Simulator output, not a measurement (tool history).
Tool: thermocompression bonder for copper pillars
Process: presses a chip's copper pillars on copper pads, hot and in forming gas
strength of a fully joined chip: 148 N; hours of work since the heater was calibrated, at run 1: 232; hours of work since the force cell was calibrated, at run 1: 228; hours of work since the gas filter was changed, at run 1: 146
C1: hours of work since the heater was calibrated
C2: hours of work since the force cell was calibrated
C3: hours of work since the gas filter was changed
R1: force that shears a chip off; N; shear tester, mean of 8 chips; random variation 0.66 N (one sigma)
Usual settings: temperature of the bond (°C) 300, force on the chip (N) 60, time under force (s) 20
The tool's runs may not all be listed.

run 1 hour=0.0 | temperature_of_the_bond_(°C)=300 force_on_the_chip_(N)=60 time_under_force_(s)=20 | C1=232 C2=228 C3=146 | R1=67.5
run 2 hour=25.9 | temperature_of_the_bond_(°C)=300 force_on_the_chip_(N)=60 time_under_force_(s)=20 | C1=243 C2=238 C3=157 | R1=65.6
run 3 hour=44.1 | temperature_of_the_bond_(°C)=300 force_on_the_chip_(N)=60 time_under_force_(s)=20 | C1=250 C2=246 C3=164 | R1=66.8
run 4 hour=69.8 | temperature_of_the_bond_(°C)=300 force_on_the_chip_(N)=71 time_under_force_(s)=20 | C1=261 C2=257 C3=175 | R1=71.9
run 5 hour=83.6 | temperature_of_the_bond_(°C)=300 force_on_the_chip_(N)=49 time_under_force_(s)=20 | C1=267 C2=263 C3=181 | R1=60.9
run 6 hour=95.4 | temperature_of_the_bond_(°C)=300 force_on_the_chip_(N)=49 time_under_force_(s)=20 | C1=272 C2=267 C3=186 | R1=60.8
run 7 hour=119.8 | temperature_of_the_bond_(°C)=300 force_on_the_chip_(N)=45 time_under_force_(s)=20 | C1=282 C2=278 C3=196 | R1=57.7
run 8 hour=137.0 | temperature_of_the_bond_(°C)=300 force_on_the_chip_(N)=45 time_under_force_(s)=20 | C1=289 C2=285 C3=203 | R1=58.5
run 9 hour=147.8 | temperature_of_the_bond_(°C)=300 force_on_the_chip_(N)=60 time_under_force_(s)=20 | C1=294 C2=289 C3=208 | R1=65.6
run 10 hour=169.4 | temperature_of_the_bond_(°C)=300 force_on_the_chip_(N)=72 time_under_force_(s)=20 | C1=303 C2=298 C3=217 | R1=69.9
run 11 hour=181.3 | temperature_of_the_bond_(°C)=300 force_on_the_chip_(N)=60 time_under_force_(s)=20 | C1=308 C2=303 C3=222 | R1=65.3
run 12 hour=206.0 | temperature_of_the_bond_(°C)=300 force_on_the_chip_(N)=60 time_under_force_(s)=20 | C1=318 C2=314 C3=232 | R1=64.5
run 13 hour=223.5 | temperature_of_the_bond_(°C)=300 force_on_the_chip_(N)=60 time_under_force_(s)=20 | C1=326 C2=321 C3=240 | R1=64.6
-- hour=226.0 forming gas filter changed
run 14 hour=250.3 | temperature_of_the_bond_(°C)=300 force_on_the_chip_(N)=60 time_under_force_(s)=20 | C1=337 C2=332 C3=10 | R1=70.5
run 15 hour=268.8 | temperature_of_the_bond_(°C)=300 force_on_the_chip_(N)=60 time_under_force_(s)=20 | C1=344 C2=340 C3=18 | R1=71.4
run 16 hour=286.5 | temperature_of_the_bond_(°C)=293 force_on_the_chip_(N)=60 time_under_force_(s)=20 | C1=352 C2=347 C3=25 | R1=65.9
run 17 hour=311.5 | temperature_of_the_bond_(°C)=284 force_on_the_chip_(N)=60 time_under_force_(s)=20 | C1=362 C2=358 C3=36 | R1=60.3
run 18 hour=324.9 | temperature_of_the_bond_(°C)=284 force_on_the_chip_(N)=53 time_under_force_(s)=26 | C1=368 C2=363 C3=41 | R1=61.9
run 19 hour=347.5 | temperature_of_the_bond_(°C)=284 force_on_the_chip_(N)=53 time_under_force_(s)=26 | C1=377 C2=373 C3=51 | R1=62.4
run 20 hour=361.3 | temperature_of_the_bond_(°C)=300 force_on_the_chip_(N)=42 time_under_force_(s)=18 | C1=383 C2=379 C3=57 | R1=57.2
run 21 hour=377.2 | temperature_of_the_bond_(°C)=300 force_on_the_chip_(N)=42 time_under_force_(s)=18 | C1=390 C2=385 C3=63 | R1=55.8
run 22 hour=395.3 | temperature_of_the_bond_(°C)=303 force_on_the_chip_(N)=74 time_under_force_(s)=31 | C1=397 C2=393 C3=71 | R1=88.2
run 23 hour=419.5 | temperature_of_the_bond_(°C)=303 force_on_the_chip_(N)=74 time_under_force_(s)=31 | C1=407 C2=403 C3=81 | R1=86.0
run 24 hour=431.1 | temperature_of_the_bond_(°C)=305 force_on_the_chip_(N)=85 time_under_force_(s)=20 | C1=412 C2=408 C3=86 | R1=81.7
run 25 hour=456.4 | temperature_of_the_bond_(°C)=305 force_on_the_chip_(N)=85 time_under_force_(s)=20 | C1=423 C2=418 C3=97 | R1=81.2
run 26 hour=474.3 | temperature_of_the_bond_(°C)=305 force_on_the_chip_(N)=85 time_under_force_(s)=20 | C1=430 C2=426 C3=104 | R1=80.9
run 27 hour=496.5 | temperature_of_the_bond_(°C)=305 force_on_the_chip_(N)=85 time_under_force_(s)=20 | C1=440 C2=435 C3=113 | R1=81.6
run 28 hour=515.4 | temperature_of_the_bond_(°C)=300 force_on_the_chip_(N)=45 time_under_force_(s)=23 | C1=448 C2=443 C3=121 | R1=61.8
run 29 hour=526.9 | temperature_of_the_bond_(°C)=279 force_on_the_chip_(N)=87 time_under_force_(s)=20 | C1=452 C2=448 C3=126 | R1=65.3

Forecast each of these 4 alternatives for the next run:
run A hour=550.7 | temperature_of_the_bond_(°C)=279 force_on_the_chip_(N)=38 time_under_force_(s)=14 | C1=462 C2=458 C3=136 | R1=?
run B hour=550.7 | temperature_of_the_bond_(°C)=294 force_on_the_chip_(N)=47 time_under_force_(s)=20 | C1=462 C2=458 C3=136 | R1=?
run C hour=550.7 | temperature_of_the_bond_(°C)=272 force_on_the_chip_(N)=65 time_under_force_(s)=37 | C1=462 C2=458 C3=136 | R1=?
run D hour=550.7 | temperature_of_the_bond_(°C)=279 force_on_the_chip_(N)=76 time_under_force_(s)=26 | C1=462 C2=458 C3=136 | R1=?

run=A R1=37.3
run=B R1=57.6
run=C R1=65.9
run=D R1=67.3
Without the tool's hidden state the same runs would have given:
run=A R1=42.2
run=B R1=64.5
run=C R1=73.8
run=D R1=75.2
